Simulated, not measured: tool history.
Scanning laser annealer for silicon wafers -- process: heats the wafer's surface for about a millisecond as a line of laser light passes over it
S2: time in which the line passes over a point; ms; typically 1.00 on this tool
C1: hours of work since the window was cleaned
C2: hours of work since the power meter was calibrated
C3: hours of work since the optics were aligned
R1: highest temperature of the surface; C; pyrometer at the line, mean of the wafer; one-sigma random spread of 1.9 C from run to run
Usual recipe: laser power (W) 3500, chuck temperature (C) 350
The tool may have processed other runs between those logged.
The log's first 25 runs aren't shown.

Run 26, hour 1107.0: usual settings but laser power (W) 3824, S2 0.83 ms; C1 92; C2 187; C3 1067. Result: R1 1147 C.
Run 27, hour 1149.2: usual settings but laser power (W) 3781, S2 0.98 ms, chuck temperature (C) 369; C1 126; C2 221; C3 1100. Result: R1 1218 C.
Run 28, hour 1192.5: usual settings but laser power (W) 3412, S2 0.84 ms, chuck temperature (C) 331; C1 160; C2 255; C3 1134. Result: R1 1030 C.
Run 29, hour 1225.4: usual settings but laser power (W) 3412, S2 0.84 ms, chuck temperature (C) 331; C1 186; C2 281; C3 1160. Result: R1 1030 C.
Run 30, hour 1263.4: usual settings but S2 0.85 ms; C1 216; C2 311; C3 1190. Result: R1 1071 C.
Run 31, hour 1297.6: usual settings but S2 0.91 ms, chuck temperature (C) 383; C1 242; C2 338; C3 1217. Result: R1 1124 C.
Run 32, hour 1339.7: usual settings but S2 0.91 ms, chuck temperature (C) 383; C1 276; C2 371; C3 1250. Result: R1 1125 C.
Run 33, hour 1366.5: usual settings; C1 297; C2 392; C3 1271. Result: R1 1121 C.
Run 34, hour 1415.6: usual settings; C1 336; C2 431; C3 1310. Result: R1 1115 C.
Run 35, hour 1474.9: usual settings but laser power (W) 3668, S2 0.87 ms, chuck temperature (C) 352; C1 382; C2 477; C3 1357. Result: R1 1106 C.
Run 36, hour 1527.4: usual settings but laser power (W) 3668, S2 0.87 ms, chuck temperature (C) 352; C1 424; C2 519; C3 1398. Result: R1 1106 C.
Run 37, hour 1570.7: usual settings but laser power (W) 3668, S2 0.98 ms, chuck temperature (C) 377; C1 458; C2 553; C3 1432. Result: R1 1172 C.
Run 38, hour 1622.4: usual settings but laser power (W) 3427, S2 0.81 ms; C1 499; C2 594; C3 1473. Result: R1 1025 C.
Run 39, hour 1678.8: usual settings but laser power (W) 3427, S2 0.81 ms; C1 543; C2 638; C3 1518. Result: R1 1023 C.
Run 40, hour 1710.0: usual settings but laser power (W) 3427, S2 0.81 ms; C1 568; C2 663; C3 1542. Result: R1 1021 C.

3 options for the next run, each taken on its own from the tool as it stands now. Forecast them:
Run A, hour 1736.2: usual settings but S2 0.85 ms; C1 588; C2 683; C3 1563. Result: R1 ?.
Run B, hour 1736.2: usual settings but laser power (W) 3427, S2 0.81 ms, chuck temperature (C) 364; C1 588; C2 683; C3 1563. Result: R1 ?.
Run C, hour 1736.2: usual settings but laser power (W) 3536, S2 0.81 ms; C1 588; C2 683; C3 1563. Result: R1 ?.

run    R1
  A  1049
  B  1031
  C  1046
With the hidden condition removed and each run's random variation left untouched, the same runs would have given:
run    R1
  A  1093
  B  1073
  C  1090
